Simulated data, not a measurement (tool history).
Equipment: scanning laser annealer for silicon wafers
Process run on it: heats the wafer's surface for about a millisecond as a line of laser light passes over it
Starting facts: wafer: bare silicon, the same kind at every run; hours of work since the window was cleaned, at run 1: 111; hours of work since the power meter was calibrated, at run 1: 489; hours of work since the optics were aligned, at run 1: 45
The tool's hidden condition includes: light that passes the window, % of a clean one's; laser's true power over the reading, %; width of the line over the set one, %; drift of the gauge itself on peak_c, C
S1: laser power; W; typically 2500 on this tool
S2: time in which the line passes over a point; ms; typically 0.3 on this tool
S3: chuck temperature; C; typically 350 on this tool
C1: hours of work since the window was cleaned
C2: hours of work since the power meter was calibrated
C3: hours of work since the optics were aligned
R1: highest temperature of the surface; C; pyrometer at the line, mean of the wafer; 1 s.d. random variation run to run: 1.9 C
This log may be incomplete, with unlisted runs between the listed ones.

run   hour    S1     S2   S3   C1   C2   C3    R1
  1      0  2500    0.3  350  111  489   45  1100
  2     22  2500  0.331  350  121  499   55  1134
  3   34.7  2500  0.331  350  127  505   61  1132
  4   46.5  2500  0.331  350  132  510   67  1131
  5   64.4  2500  0.331  350  141  518   75  1129
  6   82.3  2232  0.283  317  149  527   83   964
  7   98.4  2232  0.283  317  156  534   90   963
  8  124.5  2615  0.283  382  168  546  102  1144
  9  139.7  2542  0.225  316  175  553  109   983
 10  163.8  2590  0.369  322  186  564  121  1165

What would each run have given without the hidden state, its run-to-run variation left as it was?
run    R1
  1  1109
  2  1144
  3  1143
  4  1142
  5  1141
  6   974
  7   974
  8  1158
  9   995
 10  1182

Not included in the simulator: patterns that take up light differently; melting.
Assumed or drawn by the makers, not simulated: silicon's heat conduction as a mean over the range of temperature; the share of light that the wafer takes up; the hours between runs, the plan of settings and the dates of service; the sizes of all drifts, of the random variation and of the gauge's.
